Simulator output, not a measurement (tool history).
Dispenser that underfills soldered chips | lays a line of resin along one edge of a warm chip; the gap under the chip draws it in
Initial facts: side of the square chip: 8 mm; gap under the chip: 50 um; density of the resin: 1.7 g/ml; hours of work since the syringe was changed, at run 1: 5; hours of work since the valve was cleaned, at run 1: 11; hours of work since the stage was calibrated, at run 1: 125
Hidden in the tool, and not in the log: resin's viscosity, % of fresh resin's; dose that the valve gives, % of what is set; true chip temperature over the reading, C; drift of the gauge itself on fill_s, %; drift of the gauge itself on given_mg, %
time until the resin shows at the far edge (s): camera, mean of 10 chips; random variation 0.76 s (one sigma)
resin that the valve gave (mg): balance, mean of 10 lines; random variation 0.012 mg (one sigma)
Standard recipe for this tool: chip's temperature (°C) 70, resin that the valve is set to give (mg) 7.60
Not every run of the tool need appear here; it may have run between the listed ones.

| run | hour | chip's temperature (°C) | resin that the valve is set to give (mg) | hours of work since the syringe was changed | hours of work since the valve was cleaned | hours of work since the stage was calibrated | time until the resin shows at the far edge (s) | resin that the valve gave (mg) |
|---|---|---|---|---|---|---|---|---|
| 1 | 0.0 | 70 | 7.60 | 5 | 11 | 125 | 104.4 | 7.56 |
| 2 | 6.5 | 70 | 7.60 | 10 | 15 | 130 | 142.7 | 7.54 |
|  | 8.9 | new syringe of resin |
| 3 | 13.4 | 70 | 7.60 | 3 | 20 | 134 | 87.8 | 7.52 |
| 4 | 18.8 | 70 | 7.60 | 7 | 24 | 138 | 117.7 | 7.53 |
| 5 | 23.7 | 70 | 7.60 | 10 | 27 | 141 | 149.2 | 7.50 |
|  | 25.5 | new syringe of resin |
| 6 | 27.1 | 80 | 7.60 | 1 | 29 | 144 | 57.6 | 7.49 |
| 7 | 31.6 | 80 | 7.15 | 4 | 32 | 147 | 74.4 | 7.02 |
| 8 | 37.7 | 80 | 7.15 | 8 | 36 | 151 | 98.6 | 7.02 |
|  | 42.4 | new syringe of resin |
| 9 | 42.4 | 80 | 7.15 | 0 | 39 | 154 | 53.6 | 7.01 |
| 10 | 46.6 | 61 | 7.15 | 3 | 42 | 157 | 118.3 | 7.00 |
| 11 | 50.4 | 63 | 7.60 | 5 | 45 | 159 | 133.1 | 7.40 |
| 12 | 55.4 | 63 | 7.60 | 9 | 48 | 163 | 176.9 | 7.41 |
|  | 59.3 | new syringe of resin |
| 13 | 59.9 | 70 | 7.60 | 0 | 51 | 165 | 73.3 | 7.38 |
| 14 | 65.3 | 70 | 9.08 | 4 | 55 | 169 | 94.4 | 8.80 |
|  | 71.6 | dispensing valve cleaned and set on the balance |
| 15 | 71.7 | 70 | 9.08 | 8 | 0 | 173 | 123.1 | 9.07 |
|  | 77.1 | new syringe of resin |
| 16 | 79.4 | 70 | 9.08 | 2 | 5 | 178 | 77.9 | 9.05 |
| 17 | 86.0 | 74 | 8.02 | 6 | 10 | 182 | 96.7 | 7.97 |
| 18 | 92.2 | 70 | 8.84 | 10 | 14 | 187 | 149.6 | 8.77 |
|  | 94.1 | new syringe of resin |
| 19 | 97.1 | 70 | 7.07 | 2 | 17 | 190 | 85.5 | 7.02 |
| 20 | 103.5 | 77 | 8.05 | 6 | 21 | 194 | 92.4 | 7.95 |
| 21 | 109.0 | 77 | 8.05 | 10 | 25 | 198 | 122.5 | 7.92 |
|  | 110.7 | new syringe of resin |
| 22 | 116.2 | 77 | 8.05 | 4 | 30 | 203 | 74.9 | 7.91 |
| 23 | 121.0 | 57 | 6.72 | 7 | 33 | 206 | 192.0 | 6.60 |
|  | 127.2 | new syringe of resin |
| 24 | 128.7 | 73 | 9.12 | 1 | 38 | 211 | 66.0 | 8.92 |
| 25 | 134.8 | 72 | 6.52 | 5 | 42 | 215 | 103.0 | 6.36 |
| 26 | 138.7 | 72 | 6.52 | 8 | 45 | 218 | 123.8 | 6.35 |
| 27 | 142.1 | 67 | 7.77 | 10 | 47 | 220 | 164.4 | 7.58 |
|  | 144.2 | new syringe of resin |
| 28 | 146.0 | 67 | 7.77 | 1 | 50 | 223 | 85.7 | 7.56 |
| 29 | 153.0 | 69 | 7.77 | 6 | 55 | 227 | 115.6 | 7.53 |

Consider 3 possible next runs. They are alternatives, not a sequence: every one starts from the tool as it was left by run 29. What does each give?
|  | 159.4 | dispensing valve cleaned and set on the balance |
|  | 161.8 | new syringe of resin |
| A | 161.8 | 56 | 9.23 | 0 | 1 | 232 | ? | ? |
|  | 159.4 | dispensing valve cleaned and set on the balance |
|  | 161.8 | new syringe of resin |
| B | 161.8 | 82 | 7.77 | 0 | 1 | 232 | ? | ? |
|  | 159.4 | dispensing valve cleaned and set on the balance |
|  | 161.8 | new syringe of resin |
| C | 161.8 | 76 | 7.60 | 0 | 1 | 232 | ? | ? |

| run | time until the resin shows at the far edge (s) | resin that the valve gave (mg) |
|---|---|---|
| A | 107.1 | 9.25 |
| B | 49.6 | 7.76 |
| C | 59.4 | 7.61 |
With the hidden condition removed and each run's random variation left untouched, the same runs would have given:
| run | time until the resin shows at the far edge (s) | resin that the valve gave (mg) |
|---|---|---|
| A | 106.4 | 9.24 |
| B | 49.4 | 7.76 |
| C | 59.1 | 7.61 |
